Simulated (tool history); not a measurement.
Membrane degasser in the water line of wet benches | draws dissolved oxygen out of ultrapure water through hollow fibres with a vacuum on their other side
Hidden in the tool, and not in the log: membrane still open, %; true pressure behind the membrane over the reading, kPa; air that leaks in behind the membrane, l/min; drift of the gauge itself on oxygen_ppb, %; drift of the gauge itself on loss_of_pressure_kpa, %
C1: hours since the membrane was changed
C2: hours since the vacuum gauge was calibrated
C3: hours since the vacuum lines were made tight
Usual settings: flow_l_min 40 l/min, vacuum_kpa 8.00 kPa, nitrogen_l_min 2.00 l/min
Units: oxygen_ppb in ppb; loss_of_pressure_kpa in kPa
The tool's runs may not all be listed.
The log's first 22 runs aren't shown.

{"run": 23, "day": 111.85, "flow_l_min": 47, "vacuum_kpa": 16.81, "nitrogen_l_min": 2.02, "C1": 8785, "C2": 6838, "C3": 2811, "oxygen_ppb": 735.6, "loss_of_pressure_kpa": 37.28}
{"run": 24, "day": 118.55, "flow_l_min": 30, "vacuum_kpa": 8.0, "nitrogen_l_min": 0.98, "C1": 8946, "C2": 6998, "C3": 2972, "oxygen_ppb": 324.3, "loss_of_pressure_kpa": 23.66}
{"run": 25, "day": 124.296, "flow_l_min": 38, "vacuum_kpa": 8.0, "nitrogen_l_min": 1.04, "C1": 9084, "C2": 7136, "C3": 3110, "oxygen_ppb": 395.3, "loss_of_pressure_kpa": 30.11}
{"day": 128.125, "done": "vacuum gauge calibrated"}
{"run": 26, "day": 130.304, "flow_l_min": 38, "vacuum_kpa": 8.0, "nitrogen_l_min": 1.04, "C1": 9228, "C2": 52, "C3": 3253, "oxygen_ppb": 393.2, "loss_of_pressure_kpa": 30.19}
{"run": 27, "day": 133.712, "flow_l_min": 38, "vacuum_kpa": 8.0, "nitrogen_l_min": 1.04, "C1": 9310, "C2": 134, "C3": 3335, "oxygen_ppb": 397.9, "loss_of_pressure_kpa": 29.89}
{"run": 28, "day": 138.15, "flow_l_min": 52, "vacuum_kpa": 19.36, "nitrogen_l_min": 2.0, "C1": 9416, "C2": 241, "C3": 3442, "oxygen_ppb": 922.5, "loss_of_pressure_kpa": 41.15}
{"run": 29, "day": 145.308, "flow_l_min": 29, "vacuum_kpa": 16.43, "nitrogen_l_min": 3.78, "C1": 9588, "C2": 412, "C3": 3614, "oxygen_ppb": 263.7, "loss_of_pressure_kpa": 22.9}
{"run": 30, "day": 148.871, "flow_l_min": 62, "vacuum_kpa": 12.04, "nitrogen_l_min": 3.91, "C1": 9673, "C2": 498, "C3": 3699, "oxygen_ppb": 506.1, "loss_of_pressure_kpa": 48.9}
{"run": 31, "day": 155.112, "flow_l_min": 28, "vacuum_kpa": 8.0, "nitrogen_l_min": 2.0, "C1": 9823, "C2": 648, "C3": 3849, "oxygen_ppb": 174.4, "loss_of_pressure_kpa": 22.13}

Forecast each of these 5 alternatives for the next run:
{"run": "A", "day": 161.483, "flow_l_min": 40, "vacuum_kpa": 12.21, "nitrogen_l_min": 3.91, "C1": 9976, "C2": 801, "C3": 4002, "oxygen_ppb": "?", "loss_of_pressure_kpa": "?"}
{"run": "B", "day": 161.483, "flow_l_min": 40, "vacuum_kpa": 12.24, "nitrogen_l_min": 2.0, "C1": 9976, "C2": 801, "C3": 4002, "oxygen_ppb": "?", "loss_of_pressure_kpa": "?"}
{"run": "C", "day": 161.483, "flow_l_min": 40, "vacuum_kpa": 17.21, "nitrogen_l_min": 2.0, "C1": 9976, "C2": 801, "C3": 4002, "oxygen_ppb": "?", "loss_of_pressure_kpa": "?"}
{"run": "D", "day": 161.483, "flow_l_min": 54, "vacuum_kpa": 19.76, "nitrogen_l_min": 2.53, "C1": 9976, "C2": 801, "C3": 4002, "oxygen_ppb": "?", "loss_of_pressure_kpa": "?"}
{"run": "E", "day": 161.483, "flow_l_min": 28, "vacuum_kpa": 8.0, "nitrogen_l_min": 1.51, "C1": 9976, "C2": 801, "C3": 4002, "oxygen_ppb": "?", "loss_of_pressure_kpa": "?"}

run=A oxygen_ppb=275.9 loss_of_pressure_kpa=32.07
run=B oxygen_ppb=442.4 loss_of_pressure_kpa=31.87
run=C oxygen_ppb=654.9 loss_of_pressure_kpa=32.24
run=D oxygen_ppb=840.0 loss_of_pressure_kpa=42.59
run=E oxygen_ppb=213.7 loss_of_pressure_kpa=22.07
Without the tool's hidden state the same runs would have given:
run=A oxygen_ppb=275.6 loss_of_pressure_kpa=32.05
run=B oxygen_ppb=442.1 loss_of_pressure_kpa=31.85
run=C oxygen_ppb=654.6 loss_of_pressure_kpa=32.21
run=D oxygen_ppb=839.6 loss_of_pressure_kpa=42.56
run=E oxygen_ppb=213.6 loss_of_pressure_kpa=22.06
